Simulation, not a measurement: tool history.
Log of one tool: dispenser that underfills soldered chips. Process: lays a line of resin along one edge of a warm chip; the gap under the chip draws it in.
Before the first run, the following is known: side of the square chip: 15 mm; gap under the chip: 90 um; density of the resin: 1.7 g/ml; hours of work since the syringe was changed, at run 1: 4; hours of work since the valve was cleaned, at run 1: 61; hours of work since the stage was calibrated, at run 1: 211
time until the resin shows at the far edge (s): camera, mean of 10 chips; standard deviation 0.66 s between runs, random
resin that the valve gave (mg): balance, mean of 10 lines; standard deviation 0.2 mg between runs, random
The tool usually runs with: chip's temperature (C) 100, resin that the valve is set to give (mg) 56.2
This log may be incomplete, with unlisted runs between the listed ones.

run   hour  chip's temperature (C)  resin that the valve is set to give (mg)  hours of work since the syringe was changed  hours of work since the valve was cleaned  hours of work since the stage was calibrated  time until the resin shows at the far edge (s)  resin that the valve gave (mg)
  1    0.0                     100                                      56.2                                            4                                         61                                           211                                            84.6                           53.57
  2    5.6                     100                                      65.8                                            8                                         65                                           215                                           119.1                           62.78
      10.7  -- new syringe of resin
  3   12.6                     100                                      65.8                                            1                                         70                                           221                                            69.0                           62.35
  4   18.5                     100                                      52.9                                            6                                         74                                           225                                            98.7                           49.96
  5   23.6                      89                                      56.2                                           10                                         78                                           229                                           220.7                           53.01
      26.2  -- dispensing valve cleaned and set on the balance
      28.0  -- new syringe of resin
  6   31.9                      89                                      56.2                                            3                                          4                                           234                                           124.6                           56.26
  7   35.3                      89                                      56.2                                            6                                          7                                           237                                           155.4                           55.77
  8   40.7                      89                                      56.2                                           10                                         11                                           241                                           215.5                           55.89
      44.1  -- new syringe of resin
  9   45.0                      89                                      56.2                                            1                                         14                                           244                                           104.8                           55.64
 10   49.7                      89                                      56.2                                            4                                         17                                           247                                           140.2                           55.00
 11   55.8                      89                                      56.2                                            9                                         22                                           252                                           205.1                           55.34
      60.2  -- new syringe of resin
 12   61.0                     100                                      58.5                                            1                                         26                                           256                                            66.9                           57.21
 13   65.7                     100                                      58.5                                            4                                         29                                           259                                            89.5                           57.09
 14   71.7                     100                                      60.1                                            9                                         34                                           264                                           129.8                           58.53
      76.1  -- new syringe of resin
 15   76.5                     100                                      60.1                                            0                                         37                                           267                                            63.1                           58.73
 16   80.6                     100                                      56.2                                            3                                         40                                           270                                            82.3                           54.56
 17   86.9                     100                                      56.2                                            8                                         45                                           275                                           122.4                           54.00
 18   90.6                     100                                      66.2                                           11                                         48                                           278                                           152.9                           63.94
      92.2  -- new syringe of resin
 19   94.2                     100                                      56.2                                            2                                         51                                           281                                            69.2                           54.17
 20  100.7                     100                                      56.2                                            7                                         55                                           286                                           105.0                           54.06
 21  104.4                     101                                      51.7                                            9                                         58                                           288                                           128.6                           49.47
     108.6  -- new syringe of resin
 22  111.3                      98                                      70.5                                            2                                         63                                           293                                            79.1                           67.01
 23  116.0                     103                                      56.6                                            6                                         67                                           297                                            88.6                           53.66
 24  123.2                     103                                      56.6                                           11                                         72                                           302                                           139.5                           53.50
     124.8  -- new syringe of resin
 25  126.6                     114                                      58.4                                            1                                         75                                           305                                            40.2                           55.00
     133.9  -- dispensing valve cleaned and set on the balance
 26  134.4                     112                                      68.4                                            7                                          0                                           310                                            66.4                           68.52
 27  138.0                      98                                      56.2                                            9                                          3                                           313                                           145.6                           56.08
     141.7  -- new syringe of resin
 28  143.9                     107                                      63.7                                            2                                          7                                           317                                            54.4                           63.37
 29  151.2                     107                                      63.7                                            7                                         13                                           323                                            85.5                           63.02
 30  155.0                      88                                      71.4                                           10                                         16                                           325                                           236.3                           70.75
     157.8  -- new syringe of resin
 31  159.7                      88                                      71.4                                            1                                         19                                           329                                           115.2                           70.86
 32  163.0                      91                                      52.5                                            4                                         22                                           331                                           131.6                           51.50
 33  167.7                     105                                      66.6                                            7                                         25                                           335                                            94.1                           65.44
 34  173.3                     105                                      66.6                                           12                                         30                                           339                                           135.7                           65.36
     174.0  -- new syringe of resin
 35  180.3                     104                                      64.2                                            5                                         35                                           344                                            81.2                           62.84
 36  183.9                     108                                      63.4                                            8                                         37                                           347                                            87.0                           61.53
     190.1  -- new syringe of resin
 37  190.3                     113                                      63.4                                            0                                         42                                           352                                            38.3                           60.99

Branching from run 37: 3 alternative next runs. What would each branch give?
  A  194.8                      93                                      69.5                                            4                                         45                                           355                                               ?                               ?
  B  194.8                      93                                      63.4                                            4                                         45                                           355                                               ?                               ?
  C  194.8                      95                                      67.6                                            4                                         45                                           355                                               ?                               ?

run  time until the resin shows at the far edge (s)  resin that the valve gave (mg)
  A                                           113.4                           67.13
  B                                           115.6                           61.62
  C                                           104.8                           65.67
What these runs would have given with no unlogged condition in the tool:
run  time until the resin shows at the far edge (s)  resin that the valve gave (mg)
  A                                            77.2                           69.38
  B                                            78.7                           63.69
  C                                            71.4                           67.87
